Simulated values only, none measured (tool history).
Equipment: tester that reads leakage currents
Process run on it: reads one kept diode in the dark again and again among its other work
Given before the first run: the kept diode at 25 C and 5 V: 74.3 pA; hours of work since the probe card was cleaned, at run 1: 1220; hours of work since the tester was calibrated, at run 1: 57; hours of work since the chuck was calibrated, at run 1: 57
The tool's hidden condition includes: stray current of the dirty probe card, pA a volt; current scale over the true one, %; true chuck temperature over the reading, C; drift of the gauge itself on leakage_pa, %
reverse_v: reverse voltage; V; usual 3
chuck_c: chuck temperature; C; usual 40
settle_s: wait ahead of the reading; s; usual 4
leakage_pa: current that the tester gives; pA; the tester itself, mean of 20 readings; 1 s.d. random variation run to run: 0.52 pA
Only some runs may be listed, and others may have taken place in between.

| run | hour | reverse_v | chuck_c | settle_s | hours of work since the probe card was cleaned | hours of work since the tester was calibrated | hours of work since the chuck was calibrated | leakage_pa |
|---|---|---|---|---|---|---|---|---|
| 1 | 0 | 3 | 40 | 4 | 1220 | 57 | 57 | 174.34 |
| 2 | 187.5 | 3 | 40 | 4 | 1328 | 165 | 165 | 174.09 |
| 3 | 427.8 | 4.6 | 40 | 4 | 1466 | 303 | 303 | 210.08 |
| 4 | 608.5 | 4.6 | 40 | 4 | 1570 | 407 | 407 | 210.26 |
| 5 | 762.9 | 3 | 40 | 3.85 | 1659 | 496 | 496 | 177.6 |
| 6 | 897.5 | 3 | 40 | 4 | 1737 | 574 | 574 | 177.91 |
| 7 | 1010.7 | 6.6 | 40 | 4 | 1802 | 639 | 639 | 246.65 |
| 8 | 1140.5 | 3 | 40 | 0.31 | 1877 | 713 | 713 | 180.12 |
| 9 | 1280.8 | 3 | 40 | 0.31 | 1957 | 794 | 794 | 181.18 |
| 10 | 1466.8 | 3 | 40 | 0.31 | 2064 | 901 | 901 | 181.7 |
| 11 | 1688.5 | 11.44 | 30 | 4.8 | 2192 | 1029 | 1029 | 163.56 |
| 12 | 1857.4 | 1.23 | 24 | 2.92 | 2289 | 1126 | 1126 | 41.69 |
|  | 1880.7 | chuck's temperature calibrated |
| 13 | 2068.4 | 1.23 | 24 | 2.92 | 2410 | 1246 | 108 | 43.39 |
| 14 | 2312.9 | 9.97 | 46 | 0.7 | 2550 | 1387 | 249 | 463.18 |
| 15 | 2500.5 | 5.1 | 46 | 6.4 | 2658 | 1495 | 357 | 350.99 |
| 16 | 2675.1 | 5.1 | 46 | 6.4 | 2759 | 1596 | 457 | 351.6 |
| 17 | 2886.7 | 5.87 | 29 | 0.58 | 2881 | 1718 | 579 | 123.16 |
|  | 2957.9 | chuck's temperature calibrated, once more |
| 18 | 3101.4 | 3 | 60 | 4 | 3003 | 1840 | 83 | 609.63 |
| 19 | 3276.4 | 2.08 | 33 | 2.75 | 3104 | 1941 | 183 | 94.81 |
| 20 | 3447.2 | 2.08 | 33 | 2.75 | 3202 | 2039 | 282 | 94.62 |

3 options for the next run, each taken on its own from the tool as it stands now. Forecast them:
|  | 3590.1 | probe card cleaned and baked |
| A | 3590.1 | 3 | 46 | 2.17 | 0 | 2120 | 362 | ? |
|  | 3590.1 | probe card cleaned and baked |
| B | 3590.1 | 2.35 | 33 | 2.75 | 0 | 2120 | 362 | ? |
|  | 3590.1 | probe card cleaned and baked |
| C | 3590.1 | 3.45 | 56 | 4 | 0 | 2120 | 362 | ? |

| run | leakage_pa |
|---|---|
| A | 259.43 |
| B | 98.15 |
| C | 513.96 |
Without the tool's hidden state the same runs would have given:
| run | leakage_pa |
|---|---|
| A | 254.98 |
| B | 96.4 |
| C | 505.34 |

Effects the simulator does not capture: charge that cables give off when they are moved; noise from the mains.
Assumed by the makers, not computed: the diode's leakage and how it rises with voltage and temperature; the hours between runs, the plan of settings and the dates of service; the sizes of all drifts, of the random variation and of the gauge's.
